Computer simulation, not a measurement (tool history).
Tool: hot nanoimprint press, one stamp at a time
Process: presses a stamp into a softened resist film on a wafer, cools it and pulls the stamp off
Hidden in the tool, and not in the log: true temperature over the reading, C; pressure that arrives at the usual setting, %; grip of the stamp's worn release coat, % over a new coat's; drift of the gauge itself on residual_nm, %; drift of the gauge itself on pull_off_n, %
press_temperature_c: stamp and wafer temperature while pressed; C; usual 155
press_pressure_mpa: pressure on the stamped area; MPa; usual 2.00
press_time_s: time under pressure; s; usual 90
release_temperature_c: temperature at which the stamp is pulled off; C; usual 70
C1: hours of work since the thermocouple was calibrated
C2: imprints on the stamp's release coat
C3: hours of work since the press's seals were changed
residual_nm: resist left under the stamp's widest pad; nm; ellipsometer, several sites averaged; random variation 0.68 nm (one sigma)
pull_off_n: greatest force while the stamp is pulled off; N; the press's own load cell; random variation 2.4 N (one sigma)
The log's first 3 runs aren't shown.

Run 4, hour 32.9: usual settings; C1 442; C2 1246; C3 462. Result: residual_nm 71.5 nm, pull_off_n 120 N.
Run 5, hour 45.4: usual settings but press_pressure_mpa 1.83 MPa; C1 451; C2 1274; C3 471. Result: residual_nm 74.7 nm, pull_off_n 118 N.
Run 6, hour 58.0: usual settings; C1 460; C2 1302; C3 480. Result: residual_nm 71.6 nm, pull_off_n 118 N.
Run 7, hour 75.4: usual settings; C1 473; C2 1341; C3 493. Result: residual_nm 71.1 nm, pull_off_n 120 N.
Run 8, hour 82.9: usual settings but press_time_s 125 s; C1 478; C2 1358; C3 498. Result: residual_nm 61.8 nm, pull_off_n 124 N.
Run 9, hour 95.3: usual settings but press_time_s 125 s; C1 487; C2 1386; C3 507. Result: residual_nm 62.2 nm, pull_off_n 121 N.
Run 10, hour 109.4: usual settings but press_time_s 125 s; C1 497; C2 1417; C3 517. Result: residual_nm 62.0 nm, pull_off_n 120 N.
Run 11, hour 118.4: usual settings but press_time_s 125 s; C1 503; C2 1437; C3 523. Result: residual_nm 63.5 nm, pull_off_n 123 N.
Run 12, hour 134.3: usual settings but press_time_s 125 s; C1 515; C2 1473; C3 535. Result: residual_nm 61.8 nm, pull_off_n 122 N.
Run 13, hour 147.0: usual settings but press_time_s 125 s; C1 524; C2 1502; C3 544. Result: residual_nm 62.5 nm, pull_off_n 122 N.
Run 14, hour 163.4: usual settings but press_time_s 125 s; C1 536; C2 1538; C3 556. Result: residual_nm 63.7 nm, pull_off_n 121 N.
Run 15, hour 178.3: usual settings but press_pressure_mpa 1.95 MPa; C1 546; C2 1572; C3 566. Result: residual_nm 71.0 nm, pull_off_n 124 N.
Run 16, hour 194.0: usual settings but press_pressure_mpa 1.95 MPa; C1 557; C2 1607; C3 578. Result: residual_nm 71.2 nm, pull_off_n 114 N.
At hour 202.8: plate thermocouple calibrated.
Run 17, hour 206.5: usual settings but press_pressure_mpa 2.32 MPa, press_time_s 72 s; C1 3; C2 1628; C3 584. Result: residual_nm 67.3 nm, pull_off_n 117 N.
Run 18, hour 214.3: usual settings but press_temperature_c 166 C, press_pressure_mpa 2.32 MPa, press_time_s 95 s, release_temperature_c 71 C; C1 8; C2 1646; C3 590. Result: residual_nm 36.0 nm, pull_off_n 115 N.
Run 19, hour 221.4: usual settings but press_temperature_c 166 C, press_pressure_mpa 2.55 MPa, press_time_s 165 s, release_temperature_c 71 C; C1 13; C2 1662; C3 595. Result: residual_nm 27.9 nm, pull_off_n 112 N.
Run 20, hour 229.9: usual settings but press_temperature_c 157 C, press_pressure_mpa 2.92 MPa, press_time_s 165 s, release_temperature_c 71 C; C1 19; C2 1681; C3 601. Result: residual_nm 39.0 nm, pull_off_n 111 N.
Run 21, hour 246.5: usual settings but press_temperature_c 165 C, press_pressure_mpa 2.92 MPa, press_time_s 165 s, release_temperature_c 77 C; C1 31; C2 1718; C3 613. Result: residual_nm 26.3 nm, pull_off_n 95 N.
At hour 260.4: plate thermocouple calibrated, once more.
Run 22, hour 260.4: usual settings but press_temperature_c 165 C, press_pressure_mpa 2.78 MPa, press_time_s 165 s; C1 0; C2 1743; C3 621. Result: residual_nm 31.0 nm, pull_off_n 127 N.
Run 23, hour 270.2: usual settings but press_temperature_c 165 C, press_pressure_mpa 2.40 MPa, press_time_s 131 s; C1 7; C2 1764; C3 628. Result: residual_nm 37.3 nm, pull_off_n 125 N.
Run 24, hour 287.3: usual settings but press_pressure_mpa 1.99 MPa; C1 19; C2 1803; C3 640. Result: residual_nm 77.0 nm, pull_off_n 128 N.
Run 25, hour 298.3: usual settings but press_temperature_c 144 C, press_pressure_mpa 3.01 MPa, press_time_s 133 s, release_temperature_c 65 C; C1 27; C2 1828; C3 648. Result: residual_nm 97.5 nm, pull_off_n 146 N.
At hour 308.0: stamp cleaned and given a new release coat.
Run 26, hour 319.4: usual settings but press_temperature_c 163 C, press_pressure_mpa 1.55 MPa, press_time_s 152 s, release_temperature_c 65 C; C1 38; C2 25; C3 659. Result: residual_nm 49.1 nm, pull_off_n 127 N.
Run 27, hour 334.9: usual settings but press_temperature_c 163 C, press_pressure_mpa 2.81 MPa, press_time_s 152 s, release_temperature_c 65 C; C1 49; C2 60; C3 670. Result: residual_nm 34.1 nm, pull_off_n 127 N.

Run 28 comes next. What will it give?
Run 28, hour 344.6: usual settings but press_temperature_c 154 C, press_pressure_mpa 3.14 MPa, press_time_s 152 s, release_temperature_c 65 C; C1 56; C2 82; C3 677. Result: residual_nm ?, pull_off_n ?.

residual_nm: 50.3 nm
pull_off_n: 126 N
Without the tool's hidden state the same run would have given residual_nm 50.1 nm, pull_off_n 126 N.
